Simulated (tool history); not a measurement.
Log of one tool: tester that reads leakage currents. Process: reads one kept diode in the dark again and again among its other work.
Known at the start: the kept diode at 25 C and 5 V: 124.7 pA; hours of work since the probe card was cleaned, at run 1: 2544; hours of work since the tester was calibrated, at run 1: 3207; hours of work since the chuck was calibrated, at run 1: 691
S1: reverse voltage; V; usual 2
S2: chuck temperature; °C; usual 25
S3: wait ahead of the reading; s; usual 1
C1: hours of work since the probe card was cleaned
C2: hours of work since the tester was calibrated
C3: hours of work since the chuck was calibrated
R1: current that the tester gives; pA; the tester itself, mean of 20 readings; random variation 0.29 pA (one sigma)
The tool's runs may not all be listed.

run,hour,S1,S2,S3,C1,C2,C3,R1
1,0,2,25,1,2544,3207,691,92.31
2,114,2,25,0.72,2626,3289,773,91.63
3,187.2,2,25,1,2679,3341,826,91.43
4,271.4,2,25,1,2740,3402,886,91.08
5,372.1,2,25,1,2812,3474,959,91.27
6,444.2,2,25,7.88,2864,3526,1011,89.83
7,501,2,25,7.88,2905,3567,1051,90.4
8,623.2,2,25,7.88,2993,3655,1139,88.92
9,706.7,2,25,7.88,3053,3715,1199,88.75
10,796.4,2,25,7.88,3117,3780,1264,88.41
11,895.6,2,25,7.88,3189,3851,1335,88.27
# hour 909.9: probe card cleaned and baked
12,958.9,2,25,1,35,3894,1379,89.23
13,1023.3,2,25,0.52,82,3941,1425,88.69
14,1097.9,18.61,25,3.22,135,3994,1479,186.59
15,1148.8,2,41,0.55,172,4031,1515,324.86
16,1226.5,2,41,0.55,228,4087,1571,321.62
# hour 1257.4: probe card cleaned and baked, once more
# hour 1312.6: chuck's temperature calibrated
17,1312.6,3.14,25,5.01,38,4145,0,110.56
18,1378.4,3.14,22,1.49,86,4193,47,85.6
19,1491.5,12.61,21,1.91,167,4274,129,122.89
20,1581.6,3.81,21,4.32,232,4339,194,81.94
21,1644.8,3.81,21,4.32,277,4384,239,81.76
22,1695.6,2,31,0.58,314,4421,276,156.64
23,1788.3,12.28,29,2.8,381,4488,342,235.84
24,1910.4,12.28,21,0.62,468,4576,430,123.86
25,1963.6,13.04,25,7.46,507,4614,468,169.82
26,2055.6,13.04,25,7.46,573,4680,535,169.97

Forecast each of these 4 alternatives for the next run:
A,2141,1.63,25,0.83,634,4741,596,?
B,2141,1.34,25,0.79,634,4741,596,?
C,2141,7.6,25,7.46,634,4741,596,?
D,2141,4.26,30,7.46,634,4741,596,?

run,R1
A,87.44
B,81.82
C,142.25
D,178.29
Without the tool's hidden state the same runs would have given:
run,R1
A,88.4
B,82.75
C,143.43
D,180.04
